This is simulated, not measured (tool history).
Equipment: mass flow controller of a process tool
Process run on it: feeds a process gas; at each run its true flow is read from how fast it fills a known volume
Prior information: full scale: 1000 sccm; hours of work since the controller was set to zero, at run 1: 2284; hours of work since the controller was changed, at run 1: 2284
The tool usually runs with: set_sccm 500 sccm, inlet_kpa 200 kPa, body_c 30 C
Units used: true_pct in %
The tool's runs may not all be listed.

run,hour,set_sccm,inlet_kpa,body_c,hours of work since the controller was set to zero,hours of work since the controller was changed,true_pct
1,0,500,200,30,2284,2284,98.09
2,71.6,500,200,30,2336,2336,98.12
3,212.2,500,200,30,2437,2437,98.14
4,301.2,500,200,30,2502,2502,98.17
5,359.5,500,200,30,2544,2544,98.04
6,490.9,500,200,30,2639,2639,98.21
7,572.6,500,200,30,2698,2698,98.15
8,686.3,500,200,21,2780,2780,98.82
9,780.9,500,200,21,2849,2849,98.78
10,913,500,200,21,2944,2944,98.89
11,1003.5,500,200,21,3010,3010,98.76
12,1143.7,500,200,21,3111,3111,98.9
13,1274.2,500,200,21,3205,3205,98.83
14,1380,500,200,21,3282,3282,98.98
15,1511.9,500,200,30,3377,3377,98.18
16,1570.6,500,200,30,3420,3420,98.18
17,1645.8,366,200,30,3474,3474,98.33
18,1708.3,366,200,30,3519,3519,98.32
19,1784.3,366,199,30,3574,3574,98.44
20,1900.8,242,200,30,3658,3658,99.07
21,1984.9,500,197,33,3719,3719,97.88
22,2082.8,500,165,26,3790,3790,98.44
23,2196.5,597,258,26,3872,3872,98.79
24,2282.5,597,258,26,3934,3934,98.93
25,2374,597,258,26,4000,4000,98.85
26,2454.2,377,175,33,4058,4058,98.13
27,2549.5,500,242,27,4127,4127,98.71
28,2625.4,279,207,33,4182,4182,98.71
29,2763.2,500,163,33,4282,4282,97.93
30,2853.5,500,163,33,4347,4347,97.98
31,2921.7,193,149,30,4396,4396,100.01
32,2999.1,193,149,30,4452,4452,99.96
33,3094.8,261,204,20,4522,4522,100.08
# hour 3104: controller's zero set anew
34,3184.5,261,204,20,58,4586,96.5
35,3308.8,290,162,35,148,4676,95.3
36,3366.6,516,188,26,190,4718,97.01
37,3506.2,345,255,39,291,4819,95.71
38,3591.6,353,262,27,353,4880,96.59

Branching from run 38: 3 alternative next runs. What would each branch give?
A,3690.5,500,177,36,424,4952,?
B,3690.5,500,141,30,424,4952,?
C,3690.5,116,172,27,424,4952,?

run,true_pct
A,95.89
B,96.15
C,96.01
Without the tool's hidden state the same runs would have given:
run,true_pct
A,97.25
B,97.52
C,96.57

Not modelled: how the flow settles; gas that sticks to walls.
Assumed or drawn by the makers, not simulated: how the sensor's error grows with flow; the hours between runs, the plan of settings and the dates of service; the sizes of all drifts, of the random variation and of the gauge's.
